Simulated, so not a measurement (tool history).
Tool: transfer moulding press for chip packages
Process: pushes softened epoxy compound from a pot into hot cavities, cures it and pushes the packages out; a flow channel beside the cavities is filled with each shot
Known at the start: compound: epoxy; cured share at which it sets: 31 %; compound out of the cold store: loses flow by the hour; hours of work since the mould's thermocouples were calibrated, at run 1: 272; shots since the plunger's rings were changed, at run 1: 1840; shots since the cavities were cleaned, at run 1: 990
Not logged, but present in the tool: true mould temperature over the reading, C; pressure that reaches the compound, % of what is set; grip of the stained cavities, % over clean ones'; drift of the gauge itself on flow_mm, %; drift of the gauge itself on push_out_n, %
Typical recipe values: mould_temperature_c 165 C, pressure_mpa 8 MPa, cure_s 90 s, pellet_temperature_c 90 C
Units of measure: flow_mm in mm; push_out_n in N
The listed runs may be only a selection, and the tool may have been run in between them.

run	day	mould_temperature_c	pressure_mpa	cure_s	pellet_temperature_c	hours of work since the mould's thermocouples were calibrated	shots since the plunger's rings were changed	shots since the cavities were cleaned	incoming compound's hours out of the cold store	flow_mm	push_out_n
1	0	165	8	90	90	272	1840	990	24.6	867	585
# day 0.558: cavities cleaned with cleaning compound and waxed
2	1	165	8	90	90	288	2129	136	39.1	789	429
3	1.7	165	8	90	90	300	2344	351	43.8	763	513
4	2.25	165	8	70	90	310	2514	521	12.3	931	767
# day 2.425: mould's thermocouples calibrated
# day 2.621: plunger's sealing rings changed
5	3.012	165	8	90	90	8	120	698	13.5	949	557
6	3.542	165	8	90	90	18	284	862	46.3	769	572
7	3.983	165	8	90	90	25	420	998	41.1	794	599
# day 4.392: mould's thermocouples calibrated, once more
# day 4.617: cavities cleaned with cleaning compound and waxed
8	5.025	165	8	90	90	10	695	125	21	895	435
9	5.95	163	7.18	87	97	26	980	410	27.3	823	565
10	6.925	165	8.87	70	82	43	1281	711	34.1	864	744
11	7.362	165	8.87	70	82	50	1415	845	30	887	761
12	7.85	165	7.2	101	91	59	1566	996	14.6	878	567

Predict each of these 3 candidate next runs independently; none follows another, all start after run 12:
# day 8.388: cavities cleaned with cleaning compound and waxed
A	8.712	165	7.28	101	95	73	1812	100	47.3	?	?
# day 8.388: cavities cleaned with cleaning compound and waxed
B	8.712	165	7.2	75	91	73	1812	100	10.5	?	?
# day 8.388: cavities cleaned with cleaning compound and waxed
C	8.712	165	9.97	116	91	73	1812	100	37.1	?	?

run	flow_mm	push_out_n
A	717	409
B	902	525
C	893	387
With the hidden condition removed and each run's random variation left untouched, the same runs would have given:
run	flow_mm	push_out_n
A	730	360
B	919	457
C	909	342

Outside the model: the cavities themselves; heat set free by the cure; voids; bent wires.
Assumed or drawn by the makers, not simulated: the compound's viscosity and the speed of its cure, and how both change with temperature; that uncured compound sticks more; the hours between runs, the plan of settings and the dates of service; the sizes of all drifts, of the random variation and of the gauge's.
